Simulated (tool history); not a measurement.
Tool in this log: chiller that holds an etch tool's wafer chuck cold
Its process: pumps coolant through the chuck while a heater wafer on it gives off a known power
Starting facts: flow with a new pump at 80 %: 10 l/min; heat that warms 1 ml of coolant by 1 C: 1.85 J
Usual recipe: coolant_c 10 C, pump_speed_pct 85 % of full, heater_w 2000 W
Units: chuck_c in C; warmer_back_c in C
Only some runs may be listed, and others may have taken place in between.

run 1 hour=0 | coolant_c=10 pump_speed_pct=85 heater_w=2000 | chuck_c=23.9 warmer_back_c=6.35
run 2 hour=126.3 | coolant_c=10 pump_speed_pct=85 heater_w=2000 | chuck_c=24 warmer_back_c=6.36
run 3 hour=204.3 | coolant_c=10 pump_speed_pct=95 heater_w=2000 | chuck_c=22.7 warmer_back_c=5.64
run 4 hour=306.7 | coolant_c=11 pump_speed_pct=95 heater_w=2000 | chuck_c=23.4 warmer_back_c=5.62
run 5 hour=451.7 | coolant_c=11 pump_speed_pct=95 heater_w=2000 | chuck_c=23.9 warmer_back_c=5.65
-- hour=480.3 chiller's thermometer calibrated
run 6 hour=557.1 | coolant_c=11 pump_speed_pct=95 heater_w=2000 | chuck_c=24.1 warmer_back_c=5.64
run 7 hour=657.9 | coolant_c=10 pump_speed_pct=85 heater_w=2000 | chuck_c=24.4 warmer_back_c=6.42
run 8 hour=716.6 | coolant_c=10 pump_speed_pct=71 heater_w=2000 | chuck_c=26.4 warmer_back_c=7.95
run 9 hour=810.6 | coolant_c=10 pump_speed_pct=85 heater_w=2000 | chuck_c=24.5 warmer_back_c=6.47
-- hour=822.1 coolant pump overhauled
run 10 hour=949 | coolant_c=10 pump_speed_pct=87 heater_w=2000 | chuck_c=24.6 warmer_back_c=6.45
run 11 hour=1052.3 | coolant_c=10 pump_speed_pct=87 heater_w=2000 | chuck_c=24.6 warmer_back_c=6.55
run 12 hour=1196.2 | coolant_c=10 pump_speed_pct=87 heater_w=2000 | chuck_c=24.8 warmer_back_c=6.49
run 13 hour=1255.5 | coolant_c=10 pump_speed_pct=85 heater_w=2329 | chuck_c=27.3 warmer_back_c=7.83
-- hour=1267.8 coolant pump overhauled, once more
run 14 hour=1397.7 | coolant_c=10 pump_speed_pct=85 heater_w=2000 | chuck_c=23.9 warmer_back_c=6.07
run 15 hour=1468.9 | coolant_c=10 pump_speed_pct=85 heater_w=2896 | chuck_c=30.1 warmer_back_c=8.73
run 16 hour=1606.6 | coolant_c=10 pump_speed_pct=85 heater_w=2896 | chuck_c=30.3 warmer_back_c=8.75
run 17 hour=1706.4 | coolant_c=10 pump_speed_pct=85 heater_w=2896 | chuck_c=30.3 warmer_back_c=8.79
run 18 hour=1766.8 | coolant_c=6 pump_speed_pct=85 heater_w=1191 | chuck_c=14.3 warmer_back_c=3.63
run 19 hour=1892.4 | coolant_c=4 pump_speed_pct=85 heater_w=2000 | chuck_c=18 warmer_back_c=6.12
run 20 hour=2016.6 | coolant_c=8 pump_speed_pct=74 heater_w=1490 | chuck_c=19.8 warmer_back_c=5.29
run 21 hour=2103 | coolant_c=8 pump_speed_pct=74 heater_w=1490 | chuck_c=19.9 warmer_back_c=5.36
run 22 hour=2167 | coolant_c=8 pump_speed_pct=74 heater_w=1490 | chuck_c=19.7 warmer_back_c=5.3
run 23 hour=2285.1 | coolant_c=8 pump_speed_pct=77 heater_w=2015 | chuck_c=23.4 warmer_back_c=6.88
run 24 hour=2399 | coolant_c=8 pump_speed_pct=77 heater_w=2015 | chuck_c=23.6 warmer_back_c=6.9
run 25 hour=2508.9 | coolant_c=6 pump_speed_pct=84 heater_w=2000 | chuck_c=20.4 warmer_back_c=6.25
run 26 hour=2646.5 | coolant_c=6 pump_speed_pct=84 heater_w=2242 | chuck_c=22.3 warmer_back_c=7
run 27 hour=2754.5 | coolant_c=6 pump_speed_pct=80 heater_w=1048 | chuck_c=13.8 warmer_back_c=3.5
run 28 hour=2871.7 | coolant_c=6 pump_speed_pct=67 heater_w=2000 | chuck_c=23.5 warmer_back_c=8.14
run 29 hour=2961 | coolant_c=17 pump_speed_pct=67 heater_w=2075 | chuck_c=35.4 warmer_back_c=8.44
run 30 hour=3056 | coolant_c=1 pump_speed_pct=73 heater_w=2075 | chuck_c=18.1 warmer_back_c=7.62
run 31 hour=3152.5 | coolant_c=12 pump_speed_pct=67 heater_w=2239 | chuck_c=31.8 warmer_back_c=9.03
run 32 hour=3257.8 | coolant_c=12 pump_speed_pct=67 heater_w=2239 | chuck_c=31.9 warmer_back_c=9.19
run 33 hour=3365.7 | coolant_c=12 pump_speed_pct=67 heater_w=2239 | chuck_c=32 warmer_back_c=9.11

Each row is a separate what-if for the run after 33, all from the same tool condition, not one after another. Results?
run A hour=3509.5 | coolant_c=10 pump_speed_pct=71 heater_w=2039 | chuck_c=? warmer_back_c=?
run B hour=3509.5 | coolant_c=10 pump_speed_pct=85 heater_w=2977 | chuck_c=? warmer_back_c=?
run C hour=3509.5 | coolant_c=1 pump_speed_pct=67 heater_w=1563 | chuck_c=? warmer_back_c=?

run=A chuck_c=27.2 warmer_back_c=7.84
run=B chuck_c=32.2 warmer_back_c=9.28
run=C chuck_c=14.8 warmer_back_c=6.4
What these runs would have given with no unlogged condition in the tool:
run=A chuck_c=25.6 warmer_back_c=7.59
run=B chuck_c=30.1 warmer_back_c=8.98
run=C chuck_c=13.6 warmer_back_c=6.2

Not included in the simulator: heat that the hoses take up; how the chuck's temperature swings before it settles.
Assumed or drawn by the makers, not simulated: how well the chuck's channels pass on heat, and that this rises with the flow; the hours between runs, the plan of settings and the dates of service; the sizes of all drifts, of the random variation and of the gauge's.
